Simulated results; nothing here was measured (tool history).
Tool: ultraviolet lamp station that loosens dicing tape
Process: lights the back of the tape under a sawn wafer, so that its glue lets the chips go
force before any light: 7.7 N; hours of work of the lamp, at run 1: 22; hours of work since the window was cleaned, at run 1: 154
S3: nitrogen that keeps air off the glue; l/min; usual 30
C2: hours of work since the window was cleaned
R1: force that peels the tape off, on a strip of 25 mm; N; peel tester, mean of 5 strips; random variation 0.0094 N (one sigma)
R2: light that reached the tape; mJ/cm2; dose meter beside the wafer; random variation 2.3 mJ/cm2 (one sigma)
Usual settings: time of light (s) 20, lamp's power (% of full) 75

run 1 day=0 | time_of_light_(s)=20 lamp's_power_(%_of_full)=75 S3=30 | hours_of_work_of_the_lamp=22 C2=154 | R1=0.398 R2=220
run 2 day=0.425 | time_of_light_(s)=20 lamp's_power_(%_of_full)=75 S3=30 | hours_of_work_of_the_lamp=28 C2=161 | R1=0.389 R2=223
run 3 day=0.629 | time_of_light_(s)=20 lamp's_power_(%_of_full)=75 S3=30 | hours_of_work_of_the_lamp=32 C2=164 | R1=0.396 R2=218
run 4 day=0.917 | time_of_light_(s)=20 lamp's_power_(%_of_full)=75 S3=30 | hours_of_work_of_the_lamp=36 C2=169 | R1=0.396 R2=218
run 5 day=1.275 | time_of_light_(s)=20 lamp's_power_(%_of_full)=75 S3=30 | hours_of_work_of_the_lamp=42 C2=174 | R1=0.408 R2=215
run 6 day=1.729 | time_of_light_(s)=20 lamp's_power_(%_of_full)=75 S3=30 | hours_of_work_of_the_lamp=49 C2=182 | R1=0.395 R2=217
run 7 day=2.042 | time_of_light_(s)=20 lamp's_power_(%_of_full)=75 S3=30 | hours_of_work_of_the_lamp=54 C2=187 | R1=0.4 R2=220
run 8 day=2.488 | time_of_light_(s)=12 lamp's_power_(%_of_full)=75 S3=30 | hours_of_work_of_the_lamp=61 C2=194 | R1=1.179 R2=130
run 9 day=2.75 | time_of_light_(s)=12 lamp's_power_(%_of_full)=75 S3=30 | hours_of_work_of_the_lamp=66 C2=198 | R1=1.221 R2=132
run 10 day=3.079 | time_of_light_(s)=12 lamp's_power_(%_of_full)=75 S3=30 | hours_of_work_of_the_lamp=71 C2=203 | R1=1.242 R2=130
run 11 day=3.296 | time_of_light_(s)=20 lamp's_power_(%_of_full)=75 S3=30 | hours_of_work_of_the_lamp=74 C2=207 | R1=0.402 R2=219
run 12 day=3.538 | time_of_light_(s)=20 lamp's_power_(%_of_full)=75 S3=30 | hours_of_work_of_the_lamp=78 C2=211 | R1=0.382 R2=219
run 13 day=3.804 | time_of_light_(s)=20 lamp's_power_(%_of_full)=75 S3=30 | hours_of_work_of_the_lamp=83 C2=215 | R1=0.409 R2=221
run 14 day=4.233 | time_of_light_(s)=20 lamp's_power_(%_of_full)=74 S3=30 | hours_of_work_of_the_lamp=89 C2=222 | R1=0.411 R2=218
run 15 day=4.538 | time_of_light_(s)=20 lamp's_power_(%_of_full)=74 S3=30 | hours_of_work_of_the_lamp=94 C2=227 | R1=0.404 R2=215
run 16 day=4.758 | time_of_light_(s)=20 lamp's_power_(%_of_full)=75 S3=30 | hours_of_work_of_the_lamp=98 C2=230 | R1=0.407 R2=214
run 17 day=5.258 | time_of_light_(s)=20 lamp's_power_(%_of_full)=75 S3=30 | hours_of_work_of_the_lamp=106 C2=238 | R1=0.407 R2=218
run 18 day=5.712 | time_of_light_(s)=20 lamp's_power_(%_of_full)=75 S3=30 | hours_of_work_of_the_lamp=113 C2=245 | R1=0.388 R2=214
run 19 day=5.921 | time_of_light_(s)=20 lamp's_power_(%_of_full)=75 S3=30 | hours_of_work_of_the_lamp=116 C2=249 | R1=0.403 R2=221
run 20 day=6.412 | time_of_light_(s)=20 lamp's_power_(%_of_full)=75 S3=30 | hours_of_work_of_the_lamp=124 C2=257 | R1=0.401 R2=218
run 21 day=6.812 | time_of_light_(s)=20 lamp's_power_(%_of_full)=75 S3=30 | hours_of_work_of_the_lamp=131 C2=263 | R1=0.401 R2=218
run 22 day=7.062 | time_of_light_(s)=21 lamp's_power_(%_of_full)=75 S3=30 | hours_of_work_of_the_lamp=135 C2=267 | R1=0.35 R2=229
run 23 day=7.542 | time_of_light_(s)=21 lamp's_power_(%_of_full)=75 S3=30 | hours_of_work_of_the_lamp=142 C2=275 | R1=0.365 R2=229
run 24 day=7.892 | time_of_light_(s)=30 lamp's_power_(%_of_full)=65 S3=30 | hours_of_work_of_the_lamp=148 C2=280 | R1=0.214 R2=286
run 25 day=8.154 | time_of_light_(s)=18 lamp's_power_(%_of_full)=99 S3=14 | hours_of_work_of_the_lamp=152 C2=285 | R1=0.526 R2=260
run 26 day=8.421 | time_of_light_(s)=27 lamp's_power_(%_of_full)=62 S3=39 | hours_of_work_of_the_lamp=156 C2=289 | R1=0.249 R2=243
run 27 day=8.65 | time_of_light_(s)=11 lamp's_power_(%_of_full)=89 S3=39 | hours_of_work_of_the_lamp=160 C2=293 | R1=0.878 R2=143
run 28 day=9.042 | time_of_light_(s)=16 lamp's_power_(%_of_full)=98 S3=15 | hours_of_work_of_the_lamp=166 C2=299 | R1=0.622 R2=226
run 29 day=9.246 | time_of_light_(s)=20 lamp's_power_(%_of_full)=75 S3=44 | hours_of_work_of_the_lamp=170 C2=302 | R1=0.302 R2=218
run 30 day=9.7 | time_of_light_(s)=10 lamp's_power_(%_of_full)=77 S3=36 | hours_of_work_of_the_lamp=177 C2=309 | R1=1.393 R2=113
run 31 day=9.933 | time_of_light_(s)=22 lamp's_power_(%_of_full)=66 S3=10 | hours_of_work_of_the_lamp=181 C2=313 | R1=1.047 R2=212
run 32 day=10.275 | time_of_light_(s)=20 lamp's_power_(%_of_full)=63 S3=36 | hours_of_work_of_the_lamp=186 C2=319 | R1=0.536 R2=184
run 33 day=10.729 | time_of_light_(s)=15 lamp's_power_(%_of_full)=75 S3=30 | hours_of_work_of_the_lamp=193 C2=326 | R1=0.79 R2=164
run 34 day=11.096 | time_of_light_(s)=11 lamp's_power_(%_of_full)=67 S3=11 | hours_of_work_of_the_lamp=199 C2=332 | R1=2.606 R2=110
run 35 day=11.458 | time_of_light_(s)=11 lamp's_power_(%_of_full)=67 S3=11 | hours_of_work_of_the_lamp=205 C2=338 | R1=2.546 R2=107
run 36 day=11.675 | time_of_light_(s)=30 lamp's_power_(%_of_full)=72 S3=19 | hours_of_work_of_the_lamp=209 C2=341 | R1=0.228 R2=314
run 37 day=12.008 | time_of_light_(s)=30 lamp's_power_(%_of_full)=82 S3=32 | hours_of_work_of_the_lamp=214 C2=346 | R1=0.131 R2=358
-- day=12.321 window cleaned of glue's vapour
run 38 day=12.321 | time_of_light_(s)=15 lamp's_power_(%_of_full)=75 S3=22 | hours_of_work_of_the_lamp=219 C2=0 | R1=0.932 R2=161
run 39 day=12.771 | time_of_light_(s)=15 lamp's_power_(%_of_full)=75 S3=22 | hours_of_work_of_the_lamp=226 C2=7 | R1=0.947 R2=164
run 40 day=13.025 | time_of_light_(s)=13 lamp's_power_(%_of_full)=75 S3=13 | hours_of_work_of_the_lamp=230 C2=11 | R1=1.674 R2=144
run 41 day=13.35 | time_of_light_(s)=13 lamp's_power_(%_of_full)=75 S3=13 | hours_of_work_of_the_lamp=235 C2=16 | R1=1.61 R2=141
run 42 day=13.704 | time_of_light_(s)=16 lamp's_power_(%_of_full)=75 S3=55 | hours_of_work_of_the_lamp=241 C2=22 | R1=0.452 R2=178
run 43 day=14.1 | time_of_light_(s)=27 lamp's_power_(%_of_full)=67 S3=13 | hours_of_work_of_the_lamp=247 C2=28 | R1=0.515 R2=260

3 ways to go on from here, each from the tool as it stands after run 43. What would each give?
run A day=14.588 | time_of_light_(s)=39 lamp's_power_(%_of_full)=97 S3=55 | hours_of_work_of_the_lamp=255 C2=36 | R1=? R2=?
run B day=14.588 | time_of_light_(s)=21 lamp's_power_(%_of_full)=75 S3=26 | hours_of_work_of_the_lamp=255 C2=36 | R1=? R2=?
run C day=14.588 | time_of_light_(s)=38 lamp's_power_(%_of_full)=74 S3=10 | hours_of_work_of_the_lamp=255 C2=36 | R1=? R2=?

run=A R1=0.095 R2=555
run=B R1=0.395 R2=228
run=C R1=0.217 R2=409
Without the tool's hidden state the same runs would have given:
run=A R1=0.095 R2=556
run=B R1=0.395 R2=228
run=C R1=0.216 R2=409
